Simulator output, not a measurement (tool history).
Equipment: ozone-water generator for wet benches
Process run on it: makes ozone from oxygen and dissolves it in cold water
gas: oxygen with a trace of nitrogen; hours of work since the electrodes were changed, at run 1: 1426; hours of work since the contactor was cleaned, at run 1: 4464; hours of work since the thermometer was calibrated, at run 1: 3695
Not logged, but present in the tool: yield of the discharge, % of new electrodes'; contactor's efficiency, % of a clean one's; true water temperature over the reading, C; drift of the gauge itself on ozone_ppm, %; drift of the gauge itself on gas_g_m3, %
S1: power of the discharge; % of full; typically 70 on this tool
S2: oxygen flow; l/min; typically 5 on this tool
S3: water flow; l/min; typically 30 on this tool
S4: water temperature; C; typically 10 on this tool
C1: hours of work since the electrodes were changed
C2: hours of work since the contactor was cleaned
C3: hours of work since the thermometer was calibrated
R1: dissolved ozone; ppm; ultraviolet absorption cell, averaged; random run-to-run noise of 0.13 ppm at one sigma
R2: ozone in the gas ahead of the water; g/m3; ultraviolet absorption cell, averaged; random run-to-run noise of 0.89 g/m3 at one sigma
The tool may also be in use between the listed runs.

run 1 hour=0 | S1=70 S2=5 S3=30 S4=10 | C1=1426 C2=4464 C3=3695 | R1=12.9 R2=142.4
run 2 hour=47.1 | S1=70 S2=5.83 S3=30 S4=10 | C1=1461 C2=4499 C3=3730 | R1=12.9 R2=129.7
run 3 hour=71.6 | S1=70 S2=5.83 S3=30 S4=10 | C1=1479 C2=4517 C3=3748 | R1=13 R2=130
run 4 hour=110.5 | S1=70 S2=5.83 S3=30 S4=10 | C1=1508 C2=4546 C3=3776 | R1=12.8 R2=128.5
run 5 hour=139.1 | S1=70 S2=5.83 S3=30 S4=10 | C1=1529 C2=4567 C3=3798 | R1=12.7 R2=128.3
run 6 hour=176.5 | S1=70 S2=5.83 S3=30 S4=10 | C1=1556 C2=4594 C3=3825 | R1=12.6 R2=129.2
run 7 hour=213 | S1=70 S2=5.83 S3=30 S4=10 | C1=1583 C2=4621 C3=3852 | R1=12.8 R2=129.6
run 8 hour=266.7 | S1=70 S2=5.83 S3=30 S4=10 | C1=1623 C2=4661 C3=3892 | R1=13.1 R2=128.1
run 9 hour=312.4 | S1=70 S2=5.83 S3=30 S4=10 | C1=1656 C2=4695 C3=3925 | R1=12.8 R2=129.4
run 10 hour=359.3 | S1=70 S2=5.83 S3=30 S4=10 | C1=1691 C2=4729 C3=3960 | R1=12.6 R2=130.7
run 11 hour=404.2 | S1=70 S2=5 S3=30 S4=10 | C1=1724 C2=4762 C3=3993 | R1=12.6 R2=142.4
run 12 hour=431.9 | S1=44 S2=5 S3=30 S4=10 | C1=1745 C2=4783 C3=4014 | R1=9.1 R2=101.4
run 13 hour=462.3 | S1=44 S2=5 S3=30 S4=10 | C1=1767 C2=4805 C3=4036 | R1=9.2 R2=103.4
run 14 hour=514.1 | S1=44 S2=5 S3=30 S4=10 | C1=1805 C2=4843 C3=4074 | R1=9.2 R2=102.3
run 15 hour=566.7 | S1=44 S2=5 S3=30 S4=10 | C1=1844 C2=4882 C3=4113 | R1=9.2 R2=101.4
run 16 hour=625.3 | S1=44 S2=5 S3=30 S4=10 | C1=1887 C2=4925 C3=4156 | R1=9.2 R2=102.9
run 17 hour=672.5 | S1=44 S2=5 S3=30 S4=10 | C1=1922 C2=4960 C3=4191 | R1=9 R2=103
run 18 hour=721.6 | S1=44 S2=5 S3=30 S4=10 | C1=1958 C2=4996 C3=4227 | R1=9 R2=102
-- hour=726.9 water thermometer calibrated
run 19 hour=768.1 | S1=44 S2=5 S3=30 S4=10 | C1=1992 C2=5030 C3=30 | R1=9 R2=101.9

Estimate the outcome of run 20 from the log above:
run 20 hour=818.9 | S1=44 S2=5 S3=30 S4=10 | C1=2030 C2=5068 C3=68 | R1=? R2=?

{"run 20": {"R1": 9.2, "R2": 102.8}}
Minus the tool's unlogged condition, the same run would have read R1 9.9 ppm, R2 105.8 g/m3.

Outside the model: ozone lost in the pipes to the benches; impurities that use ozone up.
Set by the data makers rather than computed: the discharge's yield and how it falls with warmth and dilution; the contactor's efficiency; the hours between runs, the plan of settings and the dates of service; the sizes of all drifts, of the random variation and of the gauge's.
